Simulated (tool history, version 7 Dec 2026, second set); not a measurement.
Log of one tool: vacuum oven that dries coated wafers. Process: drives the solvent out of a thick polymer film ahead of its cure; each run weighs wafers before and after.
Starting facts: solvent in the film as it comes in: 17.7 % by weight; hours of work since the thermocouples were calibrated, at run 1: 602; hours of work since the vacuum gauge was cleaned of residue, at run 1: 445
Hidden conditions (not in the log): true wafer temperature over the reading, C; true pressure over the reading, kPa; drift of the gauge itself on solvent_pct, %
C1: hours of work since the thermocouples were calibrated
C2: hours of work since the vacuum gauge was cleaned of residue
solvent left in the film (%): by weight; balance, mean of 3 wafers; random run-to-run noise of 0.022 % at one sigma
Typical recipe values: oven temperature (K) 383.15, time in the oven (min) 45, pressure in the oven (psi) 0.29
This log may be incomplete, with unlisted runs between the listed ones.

run 1 hour=0 | oven_temperature_(K)=383.15 time_in_the_oven_(min)=45 pressure_in_the_oven_(psi)=0.29 | C1=602 C2=445 | solvent_left_in_the_film_(%)=2.16
run 2 hour=23.1 | oven_temperature_(K)=385.15 time_in_the_oven_(min)=45 pressure_in_the_oven_(psi)=0.29 | C1=615 C2=458 | solvent_left_in_the_film_(%)=1.85
run 3 hour=36.8 | oven_temperature_(K)=383.15 time_in_the_oven_(min)=50 pressure_in_the_oven_(psi)=0.29 | C1=623 C2=465 | solvent_left_in_the_film_(%)=1.93
run 4 hour=61.6 | oven_temperature_(K)=383.15 time_in_the_oven_(min)=45 pressure_in_the_oven_(psi)=0.181 | C1=636 C2=479 | solvent_left_in_the_film_(%)=1.85
run 5 hour=76.3 | oven_temperature_(K)=383.15 time_in_the_oven_(min)=45 pressure_in_the_oven_(psi)=0.181 | C1=645 C2=487 | solvent_left_in_the_film_(%)=1.85
run 6 hour=94.1 | oven_temperature_(K)=383.15 time_in_the_oven_(min)=45 pressure_in_the_oven_(psi)=0.29 | C1=654 C2=497 | solvent_left_in_the_film_(%)=2.21
run 7 hour=120.3 | oven_temperature_(K)=385.15 time_in_the_oven_(min)=45 pressure_in_the_oven_(psi)=0.29 | C1=669 C2=512 | solvent_left_in_the_film_(%)=1.89
run 8 hour=138.6 | oven_temperature_(K)=383.15 time_in_the_oven_(min)=75 pressure_in_the_oven_(psi)=0.29 | C1=679 C2=522 | solvent_left_in_the_film_(%)=1.26
run 9 hour=163.8 | oven_temperature_(K)=383.15 time_in_the_oven_(min)=75 pressure_in_the_oven_(psi)=0.29 | C1=693 C2=536 | solvent_left_in_the_film_(%)=1.24
run 10 hour=192.1 | oven_temperature_(K)=383.15 time_in_the_oven_(min)=75 pressure_in_the_oven_(psi)=0.29 | C1=709 C2=551 | solvent_left_in_the_film_(%)=1.25
run 11 hour=213.9 | oven_temperature_(K)=383.15 time_in_the_oven_(min)=62 pressure_in_the_oven_(psi)=0.29 | C1=721 C2=563 | solvent_left_in_the_film_(%)=1.49
run 12 hour=233.3 | oven_temperature_(K)=383.15 time_in_the_oven_(min)=62 pressure_in_the_oven_(psi)=0.29 | C1=731 C2=574 | solvent_left_in_the_film_(%)=1.45
-- hour=237 vacuum gauge cleaned of residue and calibrated
run 13 hour=262.6 | oven_temperature_(K)=383.15 time_in_the_oven_(min)=39 pressure_in_the_oven_(psi)=0.29 | C1=747 C2=14 | solvent_left_in_the_film_(%)=2.63
run 14 hour=287.6 | oven_temperature_(K)=380.15 time_in_the_oven_(min)=45 pressure_in_the_oven_(psi)=0.602 | C1=760 C2=28 | solvent_left_in_the_film_(%)=3.9
run 15 hour=314.7 | oven_temperature_(K)=380.15 time_in_the_oven_(min)=45 pressure_in_the_oven_(psi)=0.602 | C1=775 C2=43 | solvent_left_in_the_film_(%)=3.89
run 16 hour=329 | oven_temperature_(K)=386.15 time_in_the_oven_(min)=74 pressure_in_the_oven_(psi)=0.602 | C1=783 C2=51 | solvent_left_in_the_film_(%)=2.06
run 17 hour=357.6 | oven_temperature_(K)=386.15 time_in_the_oven_(min)=81 pressure_in_the_oven_(psi)=0.276 | C1=799 C2=67 | solvent_left_in_the_film_(%)=1.01
run 18 hour=371.1 | oven_temperature_(K)=374.15 time_in_the_oven_(min)=63 pressure_in_the_oven_(psi)=0.312 | C1=807 C2=74 | solvent_left_in_the_film_(%)=3.1
-- hour=392 vacuum gauge cleaned of residue and calibrated, once more
run 19 hour=402 | oven_temperature_(K)=395.15 time_in_the_oven_(min)=52 pressure_in_the_oven_(psi)=0.679 | C1=823 C2=6 | solvent_left_in_the_film_(%)=1.67
run 20 hour=418.3 | oven_temperature_(K)=386.15 time_in_the_oven_(min)=27 pressure_in_the_oven_(psi)=0.35 | C1=832 C2=15 | solvent_left_in_the_film_(%)=3.45
run 21 hour=439.6 | oven_temperature_(K)=386.15 time_in_the_oven_(min)=27 pressure_in_the_oven_(psi)=0.35 | C1=844 C2=26 | solvent_left_in_the_film_(%)=3.48

Here are 4 independent what-if runs from the current tool condition. What would each one return?
run A hour=460.3 | oven_temperature_(K)=385.15 time_in_the_oven_(min)=59 pressure_in_the_oven_(psi)=0.873 | C1=855 C2=38 | solvent_left_in_the_film_(%)=?
run B hour=460.3 | oven_temperature_(K)=392.15 time_in_the_oven_(min)=71 pressure_in_the_oven_(psi)=0.35 | C1=855 C2=38 | solvent_left_in_the_film_(%)=?
run C hour=460.3 | oven_temperature_(K)=387.15 time_in_the_oven_(min)=35 pressure_in_the_oven_(psi)=0.29 | C1=855 C2=38 | solvent_left_in_the_film_(%)=?
run D hour=460.3 | oven_temperature_(K)=391.15 time_in_the_oven_(min)=44 pressure_in_the_oven_(psi)=1.157 | C1=855 C2=38 | solvent_left_in_the_film_(%)=?

run=A solvent_left_in_the_film_(%)=3.2
run=B solvent_left_in_the_film_(%)=0.9
run=C solvent_left_in_the_film_(%)=2.15
run=D solvent_left_in_the_film_(%)=3.36
Stripped of hidden state, with their random variation kept, the same runs would have yielded:
run=A solvent_left_in_the_film_(%)=3.35
run=B solvent_left_in_the_film_(%)=0.94
run=C solvent_left_in_the_film_(%)=2.33
run=D solvent_left_in_the_film_(%)=3.52

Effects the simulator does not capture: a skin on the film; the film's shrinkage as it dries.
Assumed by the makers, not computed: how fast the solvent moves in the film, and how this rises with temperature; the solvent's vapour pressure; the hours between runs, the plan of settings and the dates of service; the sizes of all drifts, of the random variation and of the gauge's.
